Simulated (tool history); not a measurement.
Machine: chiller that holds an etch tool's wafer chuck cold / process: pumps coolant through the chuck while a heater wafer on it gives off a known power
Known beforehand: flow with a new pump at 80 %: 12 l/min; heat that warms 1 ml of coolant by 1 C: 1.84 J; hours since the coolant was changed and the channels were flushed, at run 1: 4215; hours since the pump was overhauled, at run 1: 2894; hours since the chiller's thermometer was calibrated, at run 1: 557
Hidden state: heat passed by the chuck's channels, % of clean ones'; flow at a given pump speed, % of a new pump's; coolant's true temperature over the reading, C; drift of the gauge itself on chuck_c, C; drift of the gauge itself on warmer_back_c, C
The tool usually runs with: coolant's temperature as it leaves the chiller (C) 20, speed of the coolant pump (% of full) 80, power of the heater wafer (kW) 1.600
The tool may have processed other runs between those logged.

run,hour,coolant's temperature as it leaves the chiller (C),speed of the coolant pump (% of full),power of the heater wafer (kW),hours since the coolant was changed and the channels were flushed,hours since the pump was overhauled,hours since the chiller's thermometer was calibrated,chuck's temperature once it has settled (C),how much warmer the coolant comes back (C)
1,0.0,20,80,1.600,4215,2894,557,32.4,4.56
2,152.9,20,80,1.600,4367,3047,710,32.4,4.57
3,309.1,17,80,1.600,4524,3204,866,29.5,4.50
4,381.6,17,80,1.600,4596,3276,938,29.7,4.51
5,538.2,17,80,1.600,4753,3433,1095,29.4,4.56
6,657.9,17,80,1.600,4872,3552,1215,29.6,4.55
7,759.0,17,80,1.600,4974,3653,1316,29.7,4.61
8,912.2,17,80,1.600,5127,3807,1469,29.8,4.59
9,1072.0,17,80,1.600,5287,3966,1629,29.7,4.60
10,1229.4,17,80,1.600,5444,4124,1786,29.9,4.65
11,1373.7,17,80,1.600,5588,4268,1931,30.0,4.62
12,1534.8,20,91,1.600,5749,4429,2092,32.2,4.10
13,1669.6,20,91,1.600,5884,4564,2226,31.9,4.07
# hour 1738.5: coolant changed, channels flushed
14,1755.2,20,79,1.600,17,4644,2306,31.9,4.69
15,1825.9,20,79,1.600,87,4714,2377,32.1,4.65
16,1958.4,20,79,1.600,220,4847,2509,31.9,4.68
17,2049.3,20,79,1.600,311,4938,2600,32.1,4.76
18,2191.4,20,93,1.167,453,5080,2742,28.1,2.97
19,2313.4,21,80,1.692,575,5202,2864,33.5,4.94
20,2425.0,21,61,1.692,687,5313,2976,36.1,6.44
21,2513.8,19,88,1.069,775,5402,3065,26.7,2.90
22,2625.4,19,88,1.069,887,5514,3176,26.8,2.87
23,2702.1,19,88,1.069,964,5591,3253,26.8,2.89
24,2773.4,19,88,1.069,1035,5662,3324,26.7,2.87
25,2888.0,19,88,1.069,1149,5776,3439,26.8,2.87
26,2965.4,19,88,1.069,1227,5854,3516,26.7,2.86
27,3132.6,19,88,1.069,1394,6021,3683,26.8,2.91
# hour 3224.4: chiller's thermometer calibrated
28,3302.1,12,67,1.255,1563,6190,78,22.5,4.47
29,3467.8,18,76,1.188,1728,6355,243,27.2,3.76
30,3588.3,13,80,1.140,1849,6476,364,21.6,3.40
31,3673.8,13,80,1.140,1934,6561,449,21.8,3.36

Below are 3 alternative next runs, each starting from the tool's condition after run 31. Predict each:
A,3790.0,13,80,1.733,2050,6677,566,?,?
B,3790.0,13,95,1.600,2050,6677,566,?,?
C,3790.0,18,85,1.140,2050,6677,566,?,?

run,chuck's temperature once it has settled (C),how much warmer the coolant comes back (C)
A,26.1,5.18
B,24.1,4.10
C,26.4,3.20
Had the tool no hidden state, the same runs would have come out as:
run,chuck's temperature once it has settled (C),how much warmer the coolant comes back (C)
A,24.8,4.70
B,23.0,3.73
C,25.6,2.91
